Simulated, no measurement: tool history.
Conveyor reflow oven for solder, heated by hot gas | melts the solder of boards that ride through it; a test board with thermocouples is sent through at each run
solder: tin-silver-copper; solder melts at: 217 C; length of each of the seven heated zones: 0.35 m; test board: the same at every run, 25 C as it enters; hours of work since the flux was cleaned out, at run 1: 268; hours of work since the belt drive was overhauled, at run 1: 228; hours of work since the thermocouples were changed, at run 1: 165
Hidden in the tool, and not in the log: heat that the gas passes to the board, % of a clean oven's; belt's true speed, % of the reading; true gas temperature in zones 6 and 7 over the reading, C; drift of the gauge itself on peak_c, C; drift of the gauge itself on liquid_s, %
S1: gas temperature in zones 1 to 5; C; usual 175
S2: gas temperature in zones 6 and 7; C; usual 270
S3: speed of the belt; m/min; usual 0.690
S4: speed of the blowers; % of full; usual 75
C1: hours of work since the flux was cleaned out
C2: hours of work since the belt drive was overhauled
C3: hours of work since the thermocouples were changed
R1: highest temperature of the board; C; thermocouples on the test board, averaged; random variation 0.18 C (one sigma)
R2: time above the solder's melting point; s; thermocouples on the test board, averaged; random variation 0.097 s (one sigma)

run	hour	S1	S2	S3	S4	C1	C2	C3	R1	R2
1	0.0	175	270	0.690	75	268	228	165	252.7	46.20
2	10.5	175	270	0.690	75	274	234	170	252.9	46.07
3	24.7	175	270	0.690	75	281	241	178	252.9	46.09
4	34.0	175	270	0.690	75	285	245	182	252.7	46.21
5	48.0	175	270	0.690	75	292	252	189	253.1	46.05
6	61.1	175	270	0.690	58	299	259	196	249.3	43.45
7	76.4	175	270	0.690	60	307	267	203	250.1	43.79
8	90.7	175	270	0.690	75	314	274	211	252.5	45.86
9	98.8	175	270	0.690	75	318	278	215	252.4	45.99
10	108.5	175	270	0.615	54	323	283	220	252.4	51.50
11	122.8	175	270	0.615	54	330	290	227	252.3	51.57
12	131.9	175	270	0.615	54	334	294	231	252.3	51.37
13	145.2	175	270	0.615	54	341	301	238	252.1	51.50
14	154.4	175	261	0.800	84	346	306	243	240.9	32.11
15	164.0	175	261	0.800	84	350	310	247	240.9	32.05
16	177.0	175	270	0.690	72	357	317	254	251.7	45.42
17	183.9	175	270	0.634	62	360	320	257	253.0	50.33

5 ways to go on from here, each from the tool as it stands after run 17. What would each give?
A	199.2	175	270	0.768	75	368	328	265	?	?
B	199.2	168	270	0.677	62	368	328	265	?	?
C	199.2	175	258	0.550	62	368	328	265	?	?
D	199.2	185	268	0.634	51	368	328	265	?	?
E	199.2	184	267	0.690	63	368	328	265	?	?

run	R1	R2
A	248.3	38.36
B	248.8	42.28
C	245.8	54.46
D	250.5	51.99
E	249.1	46.28
Without the tool's hidden state the same runs would have given:
run	R1	R2
A	251.8	40.59
B	252.0	44.49
C	248.2	56.65
D	253.0	53.64
E	251.9	48.15
